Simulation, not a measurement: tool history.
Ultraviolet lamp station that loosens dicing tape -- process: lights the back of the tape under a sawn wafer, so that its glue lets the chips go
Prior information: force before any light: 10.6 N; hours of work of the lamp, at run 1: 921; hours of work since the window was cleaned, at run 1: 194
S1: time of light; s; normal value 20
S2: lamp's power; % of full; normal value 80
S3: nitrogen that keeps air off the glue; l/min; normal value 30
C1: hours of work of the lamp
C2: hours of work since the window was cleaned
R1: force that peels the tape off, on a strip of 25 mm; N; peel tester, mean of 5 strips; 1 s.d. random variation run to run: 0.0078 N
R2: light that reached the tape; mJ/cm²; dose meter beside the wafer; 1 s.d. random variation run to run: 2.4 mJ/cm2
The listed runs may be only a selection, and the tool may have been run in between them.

run     day  S1  S2  S3   C1   C2     R1   R2
  1       0  20  80  30  921  194  0.728  169
  2   1.225  20  80  30  941  214  0.786  166
      1.608  -- window cleaned of glue's vapour
      3.183  -- lamp changed
  3     3.3  20  80  30    2   27  0.532  202
  4   4.738  20  80  30   25   51  0.557  192
  5   6.967  20  80  30   62   87  0.632  188
  6   9.204  20  80  30   99  124  0.713  177
  7  11.083  20  80  30  130  155  0.759  168
  8  12.571  20  80  30  154  179  0.802  164
  9  13.917  20  80  30  176  201  0.857  157
     14.929  -- window cleaned of glue's vapour, once more
 10  16.308  20  68  30  215   23  0.461  216
 11  17.429  20  68  30  233   41  0.469  213
 12  18.612  18  68  30  253   60  0.648  187
 13  20.796  20  80  13  289   96  0.833  231
 14  22.088  12  80  38  310  117  0.975  139
 15  24.012  20  61  49  341  149  0.521  166
 16  26.379  20  61  49  380  188  0.571  162
 17  28.054  38  61  30  408  215  0.296  295
     28.333  -- window cleaned of glue's vapour
 18  30.312  38  61  30  444   32  0.252  335
 19  31.575  18  72  43  465   53  0.494  178
 20  32.671  11  95  23  483   71  1.273  144
 21  34.475  34  95  25  513  101  0.216  428
 22  36.821  31  77  19  551  139  0.345  307
 23  38.925  17  72  43  586  174  0.776  149

Branching from run 23: 4 alternative next runs. What would each branch give?
  A  40.954  17  73   9  619  207   ?   ?
  B  40.954  20  99  30  619  207   ?   ?
  C  40.954  12  89  16  619  207   ?   ?
  D  40.954  17  72  41  619  207   ?   ?

run     R1   R2
  A  2.502  139
  B  0.389  234
  C  2.196  125
  D   0.82  144
Take away the tool's hidden state, keep each run's random variation, and the runs would have read:
run     R1   R2
  A  1.355  206
  B  0.234  342
  C  1.129  183
  D  0.372  211
